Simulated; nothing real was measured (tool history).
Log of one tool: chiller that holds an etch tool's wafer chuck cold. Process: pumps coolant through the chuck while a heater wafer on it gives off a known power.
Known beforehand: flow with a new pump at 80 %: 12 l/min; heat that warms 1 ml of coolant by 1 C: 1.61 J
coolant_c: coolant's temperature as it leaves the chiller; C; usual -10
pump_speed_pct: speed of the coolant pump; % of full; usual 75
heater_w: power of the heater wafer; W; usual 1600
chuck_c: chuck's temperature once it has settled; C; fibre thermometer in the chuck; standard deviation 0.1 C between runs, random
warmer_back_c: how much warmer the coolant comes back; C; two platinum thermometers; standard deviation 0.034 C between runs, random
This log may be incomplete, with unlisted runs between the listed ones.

run,hour,coolant_c,pump_speed_pct,heater_w,chuck_c,warmer_back_c
1,0,-10,75,1600,0.8,5.38
2,120.7,-10,75,1600,0.9,5.3
3,238.4,-13,75,1600,-2.2,5.32
4,357.4,-12,75,1600,-1.3,5.24
5,451.5,-12,75,1600,-1.4,5.3
6,564.9,-17,75,1600,-6.3,5.25
7,639.8,-10,75,1600,0.9,5.23
8,705.9,-10,75,1600,0.7,5.24
9,805.5,-10,75,1600,0.7,5.2
10,878.4,-10,75,1600,0.8,5.15
11,986.5,-10,75,1600,0.6,5.25
12,1096.6,-10,75,1600,0.7,5.19
13,1214.9,-10,75,2099,4,6.77
14,1284.7,-10,75,1600,0.7,5.13
15,1420.6,-10,73,1600,1,5.25
16,1559.2,-10,64,1600,2.6,5.99
17,1621.6,-11,71,923,-4.5,2.92
# hour 1666.3: chiller's thermometer calibrated
18,1690.5,-15,92,1013,-9.4,2.45
19,1785.8,-15,92,1013,-9.6,2.4
# hour 1853.4: gauge calibrated
20,1916.2,-15,92,1013,-9.4,2.74
21,2005.5,-15,92,1013,-9.3,2.7
22,2093.7,-3,68,987,4.2,3.61
23,2224.7,-3,68,987,4.4,3.55
24,2356.1,-11,68,987,-3.9,3.5
25,2434.2,-11,68,987,-3.6,3.51
26,2543.3,-1,69,1600,10.7,5.71
27,2620.2,-1,69,1600,10.8,5.7
28,2725,-17,83,1224,-9.6,3.51
29,2866.3,-11,76,1883,1.4,5.98
30,2992.7,-19,75,1600,-8.4,5.19
31,3058.6,-19,75,1600,-8.4,5.14

Subtracting, for every run, the result it would have given without the tool's unlogged condition from the measured result gives the following. The same run-to-run variation enters both numbers; the gauge's scatter may not:
The hidden state here: heat passed by the chuck's channels, % of clean ones'; flow at a given pump speed, % of a new pump's; coolant's true temperature over the reading, C; drift of the gauge itself on chuck_c, C; drift of the gauge itself on warmer_back_c, C.
run,warmer_back_c
1,+0
2,-0.02
3,-0.04
4,-0.06
5,-0.07
6,-0.1
7,-0.11
8,-0.12
9,-0.14
10,-0.15
11,-0.17
12,-0.19
13,-0.21
14,-0.22
15,-0.25
16,-0.27
17,-0.28
18,-0.29
19,-0.32
20,-0.01
21,-0.03
22,-0.04
23,-0.07
24,-0.09
25,-0.1
26,-0.12
27,-0.13
28,-0.15
29,-0.18
30,-0.2
31,-0.21
chuck_c without the hidden state stays within 0.1 C of what was measured, in all runs.

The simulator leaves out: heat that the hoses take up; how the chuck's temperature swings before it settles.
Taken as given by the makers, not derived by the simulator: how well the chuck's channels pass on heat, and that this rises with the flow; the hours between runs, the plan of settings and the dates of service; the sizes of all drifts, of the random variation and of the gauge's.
